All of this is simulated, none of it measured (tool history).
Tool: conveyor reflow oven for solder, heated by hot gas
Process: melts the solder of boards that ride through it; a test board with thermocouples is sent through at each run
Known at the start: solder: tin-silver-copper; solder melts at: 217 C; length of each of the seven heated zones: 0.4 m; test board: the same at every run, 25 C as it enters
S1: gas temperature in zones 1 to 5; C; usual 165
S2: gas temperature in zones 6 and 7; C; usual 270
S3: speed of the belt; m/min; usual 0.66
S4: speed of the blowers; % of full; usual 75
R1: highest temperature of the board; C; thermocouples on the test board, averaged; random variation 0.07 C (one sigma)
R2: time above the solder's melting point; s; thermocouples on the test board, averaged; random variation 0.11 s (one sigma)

run 1 hour=0 | S1=165 S2=270 S3=0.66 S4=75 | R1=253 R2=52.1
run 2 hour=49.3 | S1=165 S2=270 S3=0.66 S4=75 | R1=252.69 R2=51.9
-- hour=93.9 flux residue cleaned out of gas plates and filters
run 3 hour=127.7 | S1=166 S2=270 S3=0.66 S4=75 | R1=254.17 R2=53.3
run 4 hour=183.5 | S1=175 S2=270 S3=0.66 S4=75 | R1=255.39 R2=57
run 5 hour=234.6 | S1=165 S2=270 S3=0.66 S4=54 | R1=247.36 R2=46.3
run 6 hour=299.4 | S1=165 S2=270 S3=0.66 S4=54 | R1=246.97 R2=46.4
-- hour=354 flux residue cleaned out of gas plates and filters
run 7 hour=364.1 | S1=165 S2=270 S3=0.551 S4=75 | R1=259.8 R2=69.5
run 8 hour=414.6 | S1=165 S2=276 S3=0.66 S4=75 | R1=259.35 R2=56.3
run 9 hour=477.8 | S1=165 S2=276 S3=0.66 S4=75 | R1=258.89 R2=56.1
run 10 hour=536.8 | S1=165 S2=278 S3=0.66 S4=75 | R1=260.37 R2=56.9
run 11 hour=604.1 | S1=165 S2=265 S3=0.66 S4=75 | R1=248.96 R2=49.4
-- hour=612.7 flux residue cleaned out of gas plates and filters
run 12 hour=655.9 | S1=171 S2=270 S3=0.66 S4=75 | R1=255.26 R2=56.1
-- hour=666.6 belt drive overhauled, speed set with a stopwatch
run 13 hour=736.7 | S1=165 S2=270 S3=0.66 S4=75 | R1=254.03 R2=53.3
run 14 hour=811.4 | S1=165 S2=267 S3=0.66 S4=75 | R1=251.18 R2=51.5
-- hour=826.2 belt drive overhauled, speed set with a stopwatch, once more
-- hour=880.7 flux residue cleaned out of gas plates and filters
run 15 hour=885.5 | S1=152 S2=265 S3=0.664 S4=84 | R1=249.89 R2=46.5
run 16 hour=949 | S1=161 S2=265 S3=0.664 S4=59 | R1=244.55 R2=42.8

Run 17 comes next. What will it give?
run 17 hour=985.4 | S1=161 S2=280 S3=0.552 S4=56 | R1=? R2=?

{"run 17": {"R1": 263.12, "R2": 67.9}}
Without the tool's hidden state the same run would have given R1 261.88 C, R2 67.2 s.

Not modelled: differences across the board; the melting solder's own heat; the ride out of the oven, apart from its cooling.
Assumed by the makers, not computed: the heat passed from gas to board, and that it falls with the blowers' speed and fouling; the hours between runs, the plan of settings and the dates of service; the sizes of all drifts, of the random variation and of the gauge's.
